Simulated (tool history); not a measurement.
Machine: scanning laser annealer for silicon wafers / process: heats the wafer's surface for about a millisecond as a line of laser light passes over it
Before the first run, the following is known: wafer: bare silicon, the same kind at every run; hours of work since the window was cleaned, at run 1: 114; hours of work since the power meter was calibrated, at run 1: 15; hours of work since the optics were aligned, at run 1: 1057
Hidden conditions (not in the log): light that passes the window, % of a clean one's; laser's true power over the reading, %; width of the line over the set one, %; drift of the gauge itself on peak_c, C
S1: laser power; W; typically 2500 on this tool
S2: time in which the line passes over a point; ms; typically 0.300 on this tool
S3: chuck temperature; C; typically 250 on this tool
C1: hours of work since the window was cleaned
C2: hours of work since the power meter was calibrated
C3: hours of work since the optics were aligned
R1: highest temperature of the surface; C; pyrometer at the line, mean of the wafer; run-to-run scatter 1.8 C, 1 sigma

run   hour    S1     S2   S3   C1   C2    C3    R1
  1    0.0  2500  0.300  250  114   15  1057  1070
  2   10.7  2500  0.300  250  121   22  1064  1069
  3   22.0  2500  0.300  238  129   30  1072  1062
  4   35.0  2500  0.232  250  138   39  1081   958
  5   40.5  2500  0.232  250  142   43  1085   957
  6   46.9  2500  0.232  250  146   47  1089   960
  7   55.2  2500  0.232  250  152   53  1095   958
  8   66.8  2500  0.232  250  160   61  1103   957
  9   75.0  2500  0.300  250  165   66  1108  1071
 10   88.1  2500  0.300  234  174   75  1117  1052
 11   98.7  2500  0.300  234  182   83  1124  1052
 12  107.6  2500  0.300  234  188   89  1131  1049
 13  118.0  2500  0.300  234  195   96  1138  1051
 14  125.6  2500  0.300  234  200  101  1143  1056
     128.2  -- window over the wafer cleaned
 15  137.9  2500  0.300  234    7  108  1150  1047
 16  147.7  2500  0.300  241   13  115  1157  1053
 17  153.9  2500  0.300  241   18  119  1161  1055
 18  164.3  2500  0.300  252   25  126  1168  1065
 19  176.9  2500  0.300  252   33  135  1177  1060
 20  183.0  2500  0.300  252   38  139  1181  1064
     187.6  -- window over the wafer cleaned, once more
 21  195.7  2223  0.299  250    6  146  1188   987
 22  208.5  2544  0.288  248   14  155  1197  1068
 23  218.8  2668  0.300  267   21  162  1204  1141
 24  226.6  2500  0.375  276   27  167  1209  1213
 25  234.6  2500  0.375  276   32  173  1215  1208
 26  240.1  2652  0.356  218   36  177  1219  1175

Expected results for the next run?
 27  252.0  2652  0.356  218  44  185  1227   ?

R1: 1174 C
If the tool had no hidden condition, the same run with the same run-to-run variation would have returned R1 1182 C.
